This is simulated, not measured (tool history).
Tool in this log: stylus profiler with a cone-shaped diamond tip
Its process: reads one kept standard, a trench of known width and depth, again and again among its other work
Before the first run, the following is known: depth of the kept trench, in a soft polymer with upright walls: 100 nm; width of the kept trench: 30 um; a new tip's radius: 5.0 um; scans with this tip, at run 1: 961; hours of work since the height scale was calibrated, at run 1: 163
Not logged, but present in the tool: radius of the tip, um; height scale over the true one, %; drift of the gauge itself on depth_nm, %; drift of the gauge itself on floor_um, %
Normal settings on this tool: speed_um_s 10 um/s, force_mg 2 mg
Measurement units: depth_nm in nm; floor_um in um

| run | hour | speed_um_s | force_mg | scans with this tip | hours of work since the height scale was calibrated | depth_nm | floor_um |
|---|---|---|---|---|---|---|---|
| 1 | 0 | 10 | 2 | 961 | 163 | 100.71 | 27.85 |
| 2 | 18.7 | 2 | 2 | 1005 | 171 | 100.73 | 27.91 |
| 3 | 32.8 | 10 | 2 | 1038 | 177 | 100.69 | 27.86 |
| 4 | 42 | 10 | 1 | 1060 | 180 | 100.43 | 27.84 |
| 5 | 58 | 10 | 2 | 1098 | 187 | 100.71 | 27.87 |
| 6 | 69.6 | 8 | 1.53 | 1125 | 191 | 100.57 | 27.88 |
| 7 | 82.4 | 8 | 1.53 | 1156 | 197 | 100.61 | 27.84 |
| 8 | 92.4 | 5 | 1.17 | 1179 | 201 | 100.48 | 27.86 |
| 9 | 104.1 | 5 | 1.17 | 1207 | 205 | 100.42 | 27.89 |
| 10 | 113.8 | 17 | 1.38 | 1230 | 209 | 100.54 | 27.75 |

3 ways to go on from here, each from the tool as it stands after run 10. What would each give?
| A | 130.2 | 8 | 2 | 1269 | 216 | ? | ? |
| B | 130.2 | 32 | 2 | 1269 | 216 | ? | ? |
| C | 130.2 | 27 | 2.29 | 1269 | 216 | ? | ? |

| run | depth_nm | floor_um |
|---|---|---|
| A | 100.69 | 27.85 |
| B | 100.69 | 27.7 |
| C | 100.79 | 27.75 |
Take away the tool's hidden state, keep each run's random variation, and the runs would have read:
| run | depth_nm | floor_um |
|---|---|---|
| A | 100.79 | 27.95 |
| B | 100.78 | 27.8 |
| C | 100.89 | 27.85 |

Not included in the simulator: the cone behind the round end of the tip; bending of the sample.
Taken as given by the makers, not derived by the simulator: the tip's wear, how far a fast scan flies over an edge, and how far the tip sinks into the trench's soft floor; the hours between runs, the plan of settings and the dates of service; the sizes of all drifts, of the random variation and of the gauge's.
